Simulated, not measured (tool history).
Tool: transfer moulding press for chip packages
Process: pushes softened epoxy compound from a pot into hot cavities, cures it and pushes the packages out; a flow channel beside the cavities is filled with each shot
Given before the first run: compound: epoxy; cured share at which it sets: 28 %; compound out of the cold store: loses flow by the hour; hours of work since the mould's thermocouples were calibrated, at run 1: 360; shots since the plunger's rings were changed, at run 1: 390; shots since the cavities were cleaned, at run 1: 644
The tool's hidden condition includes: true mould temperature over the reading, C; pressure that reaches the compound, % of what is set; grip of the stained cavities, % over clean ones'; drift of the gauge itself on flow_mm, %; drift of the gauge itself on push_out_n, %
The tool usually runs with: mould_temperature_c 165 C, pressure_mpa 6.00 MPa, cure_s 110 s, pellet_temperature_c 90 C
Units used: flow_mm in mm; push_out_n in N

run,hour,mould_temperature_c,pressure_mpa,cure_s,pellet_temperature_c,hours of work since the mould's thermocouples were calibrated,shots since the plunger's rings were changed,shots since the cavities were cleaned,incoming compound's hours out of the cold store,flow_mm,push_out_n
1,0.0,165,6.00,110,90,360,390,644,27.3,509,568
# hour 22.0: mould's thermocouples calibrated
2,29.6,165,6.00,110,90,5,727,981,12.1,553,612
# hour 36.1: cavities cleaned with cleaning compound and waxed
3,54.5,165,6.00,110,90,22,1013,225,39.8,464,470
4,77.0,165,6.00,110,90,38,1287,499,9.2,559,536
5,98.7,165,6.00,110,90,53,1553,765,29.7,486,556
# hour 121.8: cavities cleaned with cleaning compound and waxed
6,126.4,165,6.00,110,90,72,1873,56,29.1,493,439
7,154.1,165,6.00,110,90,91,2211,394,25.6,497,495
8,184.8,165,6.00,110,90,113,2586,769,41.7,445,560
9,200.2,165,5.86,110,90,124,2774,957,22.0,490,597
# hour 206.8: cavities cleaned with cleaning compound and waxed
10,217.3,165,5.86,110,90,135,2966,129,35.7,445,432
11,239.9,165,5.86,110,90,150,3241,404,46.4,419,495
12,256.6,165,5.86,110,90,162,3446,609,39.9,436,523
# hour 280.7: plunger's sealing rings changed
13,282.5,165,5.86,110,90,179,21,894,23.0,519,575
# hour 295.4: cavities cleaned with cleaning compound and waxed
14,317.1,165,6.00,110,90,202,426,265,39.1,475,502
15,342.3,165,6.00,110,90,220,733,572,9.9,567,553
16,369.8,165,6.00,94,90,239,1069,908,42.1,459,675
# hour 381.2: cavities cleaned with cleaning compound and waxed
17,401.0,170,6.41,91,96,260,1433,242,20.7,520,489
18,433.3,158,4.64,91,87,283,1828,637,31.5,441,1239
19,461.4,170,5.10,110,90,303,2171,980,24.3,450,542
# hour 467.3: cavities cleaned with cleaning compound and waxed
20,478.3,159,6.00,101,90,314,2359,135,24.4,516,756
21,512.7,159,6.00,101,90,338,2779,555,47.0,440,836
22,530.2,165,6.00,122,80,350,2993,769,28.6,478,536
23,549.0,165,6.00,122,80,364,3222,998,31.4,469,540
# hour 552.9: cavities cleaned with cleaning compound and waxed
# hour 567.3: mould's thermocouples calibrated
24,574.1,165,6.00,122,80,5,3487,234,39.0,443,434
# hour 593.5: plunger's sealing rings changed
25,593.5,162,6.46,116,83,17,0,441,45.7,482,547

Run 26 comes next. What will it give?
26,610.0,162,6.46,116,83,28,200,641,8.5,?,?

flow_mm: 604 mm
push_out_n: 629 N
With the hidden condition absent and the run-to-run variation left alone, this run would have shown flow_mm 606 mm, push_out_n 453 N.
